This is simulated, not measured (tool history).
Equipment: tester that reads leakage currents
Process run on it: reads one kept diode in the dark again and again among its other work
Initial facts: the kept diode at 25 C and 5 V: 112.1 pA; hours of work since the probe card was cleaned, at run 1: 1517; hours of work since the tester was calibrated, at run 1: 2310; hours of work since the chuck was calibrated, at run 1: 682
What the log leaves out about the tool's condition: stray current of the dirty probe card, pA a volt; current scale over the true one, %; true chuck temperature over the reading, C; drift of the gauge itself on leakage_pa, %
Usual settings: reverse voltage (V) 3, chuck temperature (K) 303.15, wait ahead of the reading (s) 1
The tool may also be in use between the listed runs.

run    hour  reverse voltage (V)  chuck temperature (K)  wait ahead of the reading (s)  hours of work since the probe card was cleaned  hours of work since the tester was calibrated  hours of work since the chuck was calibrated  current that the tester gives (pA)
  1       0                    3                 303.15                              1                                            1517                                           2310                                           682                               146.9
  2   276.8                    3                 303.15                              1                                            1639                                           2431                                           803                              147.68
  3   543.7                    3                 303.15                              1                                            1756                                           2549                                           921                              149.28
  4   799.2                    3                 303.15                              1                                            1868                                           2661                                          1033                              151.17
  5   948.7                    3                 303.15                              1                                            1934                                           2727                                          1099                              151.49
  6  1133.2                    3                 303.15                              1                                            2015                                           2808                                          1180                              152.61
     1267.2  -- probe card cleaned and baked
  7  1408.9                    3                 303.15                           5.77                                              62                                           2928                                          1300                              146.17
  8  1534.1                    3                 303.15                           5.77                                             117                                           2983                                          1355                              147.12
  9  1758.1                    3                 303.15                           5.77                                             216                                           3082                                          1454                              148.67
 10    2016                    3                 303.15                           5.77                                             329                                           3195                                          1567                              149.96
 11  2232.3                    3                 303.15                           5.77                                             425                                           3291                                          1662                              151.05
     2351.6  -- tester calibrated
 12  2368.5                    3                 315.15                           5.77                                             484                                              7                                          1722                              387.23
 13  2612.2                    3                 315.15                           5.77                                             591                                            115                                          1829                              390.33
 14  2841.3                 1.76                 315.15                           5.77                                             692                                            215                                          1930                              315.54
 15  3108.2                    3                 303.15                              1                                             809                                            333                                          2047                              159.45
 16  3277.6                    3                 303.15                              1                                             884                                            407                                          2122                              160.53
 17  3516.7                    3                 303.15                              1                                             989                                            513                                          2227                              161.93
 18  3659.8                    3                 303.15                              1                                            1052                                            576                                          2290                              162.49
 19  3816.3                    3                 303.15                              1                                            1121                                            644                                          2359                              163.97
     3914.5  -- chuck's temperature calibrated
 20  3951.2                 1.94                 312.15                           4.44                                            1179                                            703                                            16                              234.44
 21  4167.2                 1.94                 312.15                           4.44                                            1274                                            798                                           111                              235.33
 22  4447.9                 3.12                 312.15                           4.44                                            1398                                            922                                           235                              292.38
 23  4645.4                 4.42                 306.15                           4.44                                            1485                                           1008                                           322                              218.43
 24  4892.7                 4.42                 306.15                           4.44                                            1593                                           1117                                           430                               219.7
 25  5057.6                 1.31                 311.15                           4.78                                            1666                                           1190                                           503                              188.93
 26  5319.1                 1.22                 304.15                              1                                            1781                                           1305                                           618                              107.93
 27    5467                 1.74                 304.15                           5.54                                            1846                                           1370                                           683                              127.13
 28  5715.2                 1.74                 304.15                           1.97                                            1955                                           1479                                           792                              127.57
 29  5881.2                 1.74                 304.15                           1.97                                            2028                                           1552                                           865                              129.31
     5991.7  -- probe card cleaned and baked
 30  6143.5                 1.74                 304.15                           1.97                                              67                                           1666                                           980                              126.29
 31  6374.5                 1.74                 304.15                           1.97                                             168                                           1768                                          1081                              126.13
 32  6625.3                 1.74                 304.15                           1.97                                             279                                           1878                                          1192                              128.19
 33  6750.8                 1.74                 304.15                           1.97                                             334                                           1934                                          1247                              128.04
 34  6943.1                 1.74                 304.15                           1.97                                             419                                           2018                                          1331                              129.05
 35  7187.4                 1.74                 304.15                           1.97                                             526                                           2126                                          1439                              129.75

How the hidden state differs across the entries between the runs, from the last listed run before each to the first after it:
In the gap between runs 6 and 7: probe card cleaned and baked (hour 1267.2)
  stray current of the dirty probe card, pA a volt: 2.561 -> 0.104; current scale over the true one, %: -2.13 -> -2.21; true chuck temperature over the reading, C: 1.03 -> 1.13
  measured result minus the result with no hidden state, current that the tester gives (pA): +16.07 -> +9.93
In the gap between runs 11 and 12: tester calibrated (hour 2351.6)
  stray current of the dirty probe card, pA a volt: 0.58 -> 0.66; current scale over the true one, %: -2.47 -> -0.03; true chuck temperature over the reading, C: 1.44 -> 1.49
  measured result minus the result with no hidden state, current that the tester gives (pA): +14.58 -> +42.2
In the gap between runs 19 and 20: chuck's temperature calibrated (hour 3914.5)
  stray current of the dirty probe card, pA a volt: 1.474 -> 1.552; current scale over the true one, %: -0.52 -> -0.57; true chuck temperature over the reading, C: 2.03 -> 0.14
  measured result minus the result with no hidden state, current that the tester gives (pA): +27.62 -> +4.07
In the gap between runs 29 and 30: probe card cleaned and baked (hour 5991.7)
  stray current of the dirty probe card, pA a volt: 2.653 -> 0.113; current scale over the true one, %: -1.2 -> -1.29; true chuck temperature over the reading, C: 0.88 -> 0.98
  measured result minus the result with no hidden state, current that the tester gives (pA): +11.65 -> +8.16
